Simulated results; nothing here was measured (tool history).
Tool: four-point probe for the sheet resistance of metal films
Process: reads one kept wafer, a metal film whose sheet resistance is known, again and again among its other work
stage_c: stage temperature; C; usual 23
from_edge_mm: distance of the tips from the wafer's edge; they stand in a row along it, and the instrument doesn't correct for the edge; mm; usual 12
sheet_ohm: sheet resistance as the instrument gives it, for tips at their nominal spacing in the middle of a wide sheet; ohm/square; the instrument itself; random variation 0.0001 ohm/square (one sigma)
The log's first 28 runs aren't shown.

run	hour	stage_c	from_edge_mm	touches since the probe head was changed	hours of work since the stage's thermometer was calibrated	sheet_ohm
29	990.6	23	33	70881	180	0.525540
30	1017.9	29	11	72024	197	0.529824
31	1067.5	25	11	74102	228	0.527540
32	1107.7	25	11	75785	252	0.527903
33	1131.6	32	17	76786	267	0.531073
34	1173.4	22	46	78537	293	0.525278
35	1221.2	22	46	80540	323	0.525419
36	1255.1	20	42	81961	344	0.524292
37	1276.7	20	42	82866	357	0.524036
38	1326.2	34	66	84939	388	0.532206
39	1366.9	26	32	86644	413	0.527727
40	1393.6	25	9	87762	429	0.528442
41	1439.5	25	4	89685	458	0.534333
42	1479.8	22	17	91370	483	0.526041
43	1523.8	23	6	93215	510	0.529400
44	1571.1	23	6	95197	539	0.529374

3 ways to go on from here, each from the tool as it stands after run 44. What would each give?
A	1612.5	22	24	96931	565	?
B	1612.5	28	6	96931	565	?
C	1612.5	30	10	96931	565	?

run	sheet_ohm
A	0.526141
B	0.532393
C	0.531529
Without the tool's hidden state the same runs would have given:
run	sheet_ohm
A	0.523989
B	0.530224
C	0.529364

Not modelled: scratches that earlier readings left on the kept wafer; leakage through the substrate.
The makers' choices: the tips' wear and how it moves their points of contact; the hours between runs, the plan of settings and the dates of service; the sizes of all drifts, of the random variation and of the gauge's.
